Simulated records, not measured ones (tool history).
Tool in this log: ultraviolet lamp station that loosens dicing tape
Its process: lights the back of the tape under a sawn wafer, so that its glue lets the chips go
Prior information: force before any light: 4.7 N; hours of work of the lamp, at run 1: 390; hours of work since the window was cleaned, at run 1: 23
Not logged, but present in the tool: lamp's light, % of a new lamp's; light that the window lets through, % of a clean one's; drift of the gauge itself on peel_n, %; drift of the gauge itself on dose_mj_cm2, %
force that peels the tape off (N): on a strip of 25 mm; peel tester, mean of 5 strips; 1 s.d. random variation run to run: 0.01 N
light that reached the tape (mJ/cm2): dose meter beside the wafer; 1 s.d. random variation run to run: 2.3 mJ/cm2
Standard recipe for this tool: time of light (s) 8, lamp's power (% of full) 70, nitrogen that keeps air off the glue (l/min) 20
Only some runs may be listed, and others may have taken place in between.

run	hour	time of light (s)	lamp's power (% of full)	nitrogen that keeps air off the glue (l/min)	hours of work of the lamp	hours of work since the window was cleaned	force that peels the tape off (N)	light that reached the tape (mJ/cm2)
1	0.0	8	70	20	390	23	0.437	206
2	41.4	8	70	20	420	54	0.437	210
3	123.1	8	70	20	479	113	0.442	207
4	207.5	8	70	6	541	174	0.861	211
5	251.1	8	72	20	572	206	0.423	213
6	285.8	8	72	20	598	231	0.413	215
7	364.5	5	72	20	655	289	0.830	132
8	413.2	5	72	20	690	324	0.832	131
# hour 417.7: window cleaned of glue's vapour
9	462.0	5	72	20	725	32	0.882	132
10	499.6	12	70	20	753	60	0.276	313
11	558.5	12	70	20	796	102	0.285	314
12	614.5	7	70	20	836	143	0.533	183
13	679.2	8	81	20	883	190	0.365	240
14	760.0	8	81	20	942	249	0.367	244
15	835.0	10	75	20	997	304	0.315	282
# hour 867.4: window cleaned of glue's vapour
16	887.5	10	75	20	1035	15	0.303	274
17	957.0	7	70	17	1085	65	0.580	181
18	1014.1	10	96	29	1127	107	0.250	354
19	1079.5	12	98	29	1174	154	0.237	434
20	1154.5	8	67	13	1229	209	0.564	199
21	1203.2	8	75	7	1264	244	0.698	223
22	1249.1	5	70	20	1298	278	0.892	126
# hour 1275.7: lamp changed
23	1309.8	10	66	20	25	321	0.351	241
# hour 1316.8: window cleaned of glue's vapour
24	1386.7	10	88	9	80	51	0.353	329
25	1467.1	7	98	35	139	109	0.295	251
26	1518.3	4	95	27	176	147	0.684	142

Alternative continuations, all from the tool just after run 26; predict every row:
A	1594.9	8	93	8	232	202	?	?
B	1594.9	4	95	18	232	202	?	?
C	1594.9	13	88	8	232	202	?	?
D	1594.9	14	86	20	232	202	?	?
E	1594.9	10	95	7	232	202	?	?

run	force that peels the tape off (N)	light that reached the tape (mJ/cm2)
A	0.465	276
B	0.845	142
C	0.294	428
D	0.237	447
E	0.352	351
With no hidden state in the tool, these same runs would have given:
run	force that peels the tape off (N)	light that reached the tape (mJ/cm2)
A	0.464	276
B	0.844	143
C	0.293	428
D	0.237	447
E	0.351	352
